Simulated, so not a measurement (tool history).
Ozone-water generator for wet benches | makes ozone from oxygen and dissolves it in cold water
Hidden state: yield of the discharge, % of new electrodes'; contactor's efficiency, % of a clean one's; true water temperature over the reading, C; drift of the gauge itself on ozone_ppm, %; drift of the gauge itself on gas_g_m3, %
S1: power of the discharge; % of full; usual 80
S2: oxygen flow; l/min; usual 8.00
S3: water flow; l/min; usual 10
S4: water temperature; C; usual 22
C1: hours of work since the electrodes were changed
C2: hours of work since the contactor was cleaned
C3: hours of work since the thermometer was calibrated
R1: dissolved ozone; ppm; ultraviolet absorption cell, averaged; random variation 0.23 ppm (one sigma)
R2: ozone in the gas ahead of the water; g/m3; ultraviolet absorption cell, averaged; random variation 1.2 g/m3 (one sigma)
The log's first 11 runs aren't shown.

run 12 hour=469.2 | S1=80 S2=8.00 S3=10 S4=22 | C1=397 C2=3182 C3=5436 | R1=33.9 R2=212.9
run 13 hour=493.8 | S1=80 S2=8.00 S3=10 S4=20 | C1=417 C2=3202 C3=5456 | R1=35.4 R2=213.3
run 14 hour=532.0 | S1=80 S2=8.96 S3=10 S4=22 | C1=448 C2=3233 C3=5487 | R1=33.2 R2=204.1
run 15 hour=584.9 | S1=80 S2=8.00 S3=14 S4=22 | C1=491 C2=3276 C3=5530 | R1=29.3 R2=212.8
run 16 hour=626.6 | S1=80 S2=8.00 S3=14 S4=22 | C1=525 C2=3310 C3=5564 | R1=29.3 R2=212.8
run 17 hour=661.3 | S1=51 S2=5.50 S3=8 S4=21 | C1=554 C2=3339 C3=5593 | R1=26.1 R2=161.6
run 18 hour=696.7 | S1=97 S2=5.83 S3=11 S4=22 | C1=582 C2=3367 C3=5621 | R1=39.7 R2=288.7
run 19 hour=750.3 | S1=80 S2=8.00 S3=10 S4=16 | C1=626 C2=3411 C3=5665 | R1=38.5 R2=214.5
run 20 hour=801.6 | S1=78 S2=8.00 S3=10 S4=24 | C1=668 C2=3453 C3=5707 | R1=31.6 R2=208.6
run 21 hour=829.0 | S1=78 S2=8.00 S3=10 S4=24 | C1=690 C2=3475 C3=5729 | R1=31.3 R2=208.4
run 22 hour=874.7 | S1=75 S2=8.00 S3=7 S4=24 | C1=727 C2=3512 C3=5766 | R1=34.1 R2=201.6
run 23 hour=902.3 | S1=75 S2=8.00 S3=7 S4=24 | C1=750 C2=3535 C3=5789 | R1=33.9 R2=202.2
run 24 hour=938.5 | S1=45 S2=9.11 S3=7 S4=21 | C1=779 C2=3564 C3=5818 | R1=22.1 R2=118.9
run 25 hour=963.1 | S1=45 S2=9.11 S3=7 S4=21 | C1=799 C2=3584 C3=5838 | R1=22.2 R2=118.8
run 26 hour=995.8 | S1=45 S2=9.11 S3=9 S4=21 | C1=826 C2=3611 C3=5865 | R1=20.5 R2=120.0
-- hour=1045.2 water thermometer calibrated
run 27 hour=1045.2 | S1=65 S2=6.26 S3=7 S4=22 | C1=865 C2=3651 C3=0 | R1=33.1 R2=194.8
run 28 hour=1081.5 | S1=69 S2=11.98 S3=9 S4=22 | C1=895 C2=3680 C3=30 | R1=28.3 R2=159.1
run 29 hour=1106.4 | S1=69 S2=11.98 S3=9 S4=22 | C1=915 C2=3700 C3=50 | R1=28.4 R2=160.5
run 30 hour=1137.5 | S1=69 S2=11.98 S3=9 S4=22 | C1=941 C2=3726 C3=75 | R1=28.5 R2=160.1
run 31 hour=1192.6 | S1=73 S2=8.00 S3=14 S4=22 | C1=985 C2=3770 C3=120 | R1=26.9 R2=200.4
run 32 hour=1240.7 | S1=68 S2=10.42 S3=9 S4=15 | C1=1025 C2=3810 C3=159 | R1=34.3 R2=167.8

5 ways to go on from here, each from the tool as it stands after run 32. What would each give?
run A hour=1266.0 | S1=54 S2=8.00 S3=10 S4=22 | C1=1045 C2=3830 C3=180 | R1=? R2=?
run B hour=1266.0 | S1=80 S2=8.00 S3=7 S4=22 | C1=1045 C2=3830 C3=180 | R1=? R2=?
run C hour=1266.0 | S1=68 S2=5.37 S3=9 S4=15 | C1=1045 C2=3830 C3=180 | R1=? R2=?
run D hour=1266.0 | S1=80 S2=4.28 S3=10 S4=22 | C1=1045 C2=3830 C3=180 | R1=? R2=?
run E hour=1266.0 | S1=59 S2=8.00 S3=7 S4=22 | C1=1045 C2=3830 C3=180 | R1=? R2=?

run=A R1=23.7 R2=151.4
run=B R1=37.9 R2=215.5
run=C R1=36.9 R2=217.8
run=D R1=35.4 R2=279.2
run=E R1=28.8 R2=164.7
Without the tool's hidden state the same runs would have given:
run=A R1=23.8 R2=147.3
run=B R1=37.9 R2=209.8
run=C R1=36.9 R2=212.0
run=D R1=35.4 R2=271.7
run=E R1=28.8 R2=160.3
